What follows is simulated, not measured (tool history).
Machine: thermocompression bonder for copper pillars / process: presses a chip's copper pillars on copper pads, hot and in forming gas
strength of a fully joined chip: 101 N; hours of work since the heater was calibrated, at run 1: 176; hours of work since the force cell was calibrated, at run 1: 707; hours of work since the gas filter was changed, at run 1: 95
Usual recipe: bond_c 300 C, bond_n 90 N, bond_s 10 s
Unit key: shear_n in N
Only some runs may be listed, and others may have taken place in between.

| run | hour | bond_c | bond_n | bond_s | hours of work since the heater was calibrated | hours of work since the force cell was calibrated | hours of work since the gas filter was changed | shear_n |
|---|---|---|---|---|---|---|---|---|
| 1 | 0.0 | 300 | 90 | 10 | 176 | 707 | 95 | 43.8 |
| 2 | 12.4 | 300 | 85 | 10 | 181 | 712 | 100 | 42.2 |
|  | 21.5 | forming gas filter changed |
| 3 | 25.9 | 300 | 90 | 10 | 186 | 718 | 2 | 48.2 |
| 4 | 39.7 | 300 | 90 | 10 | 192 | 723 | 7 | 47.7 |
| 5 | 51.0 | 300 | 90 | 16 | 196 | 728 | 12 | 56.2 |
| 6 | 58.7 | 300 | 109 | 10 | 199 | 731 | 15 | 56.4 |
| 7 | 64.5 | 300 | 109 | 10 | 202 | 733 | 17 | 55.1 |
| 8 | 76.3 | 300 | 90 | 10 | 207 | 738 | 22 | 47.3 |
| 9 | 83.1 | 300 | 90 | 10 | 209 | 741 | 25 | 47.2 |
| 10 | 92.3 | 300 | 64 | 10 | 213 | 744 | 29 | 34.7 |
| 11 | 105.5 | 305 | 64 | 10 | 218 | 750 | 34 | 38.2 |
| 12 | 115.1 | 305 | 64 | 10 | 222 | 754 | 38 | 38.3 |
| 13 | 123.0 | 305 | 64 | 10 | 225 | 757 | 41 | 37.5 |
| 14 | 133.5 | 301 | 111 | 10 | 230 | 761 | 45 | 55.4 |
| 15 | 144.7 | 301 | 111 | 10 | 234 | 766 | 50 | 55.2 |
| 16 | 155.2 | 301 | 111 | 10 | 238 | 770 | 54 | 55.1 |
| 17 | 164.1 | 301 | 111 | 10 | 242 | 773 | 58 | 55.5 |
| 18 | 171.7 | 297 | 90 | 30 | 245 | 776 | 61 | 62.4 |
| 19 | 185.3 | 297 | 90 | 30 | 251 | 782 | 66 | 63.3 |
| 20 | 197.0 | 286 | 98 | 8 | 255 | 787 | 71 | 37.6 |
| 21 | 209.2 | 322 | 106 | 8 | 260 | 792 | 76 | 62.0 |
| 22 | 217.1 | 322 | 106 | 8 | 264 | 795 | 79 | 61.1 |
| 23 | 224.4 | 300 | 78 | 13 | 266 | 798 | 82 | 44.1 |
| 24 | 233.5 | 300 | 78 | 13 | 270 | 801 | 86 | 45.0 |

Measured result minus the same run's result without the hidden state. Both carry the same run-to-run variation, though not necessarily the same gauge scatter:
Hidden conditions of the tool in this case: true temperature of the bond over the reading, C; force that reaches the chip, % of what is set; oxide that the forming gas leaves, % of the face; drift of the gauge itself on shear_n, %.
| run | shear_n |
|---|---|
| 1 | -2.6 |
| 2 | -2.6 |
| 3 | +1.6 |
| 4 | +1.4 |
| 5 | +1.3 |
| 6 | +1.1 |
| 7 | +1.1 |
| 8 | +0.9 |
| 9 | +0.8 |
| 10 | +0.7 |
| 11 | +0.6 |
| 12 | +0.4 |
| 13 | +0.4 |
| 14 | +0.0 |
| 15 | -0.3 |
| 16 | -0.4 |
| 17 | -0.6 |
| 18 | -1.1 |
| 19 | -1.4 |
| 20 | -0.4 |
| 21 | -1.8 |
| 22 | -2.0 |
| 23 | -1.1 |
| 24 | -1.2 |

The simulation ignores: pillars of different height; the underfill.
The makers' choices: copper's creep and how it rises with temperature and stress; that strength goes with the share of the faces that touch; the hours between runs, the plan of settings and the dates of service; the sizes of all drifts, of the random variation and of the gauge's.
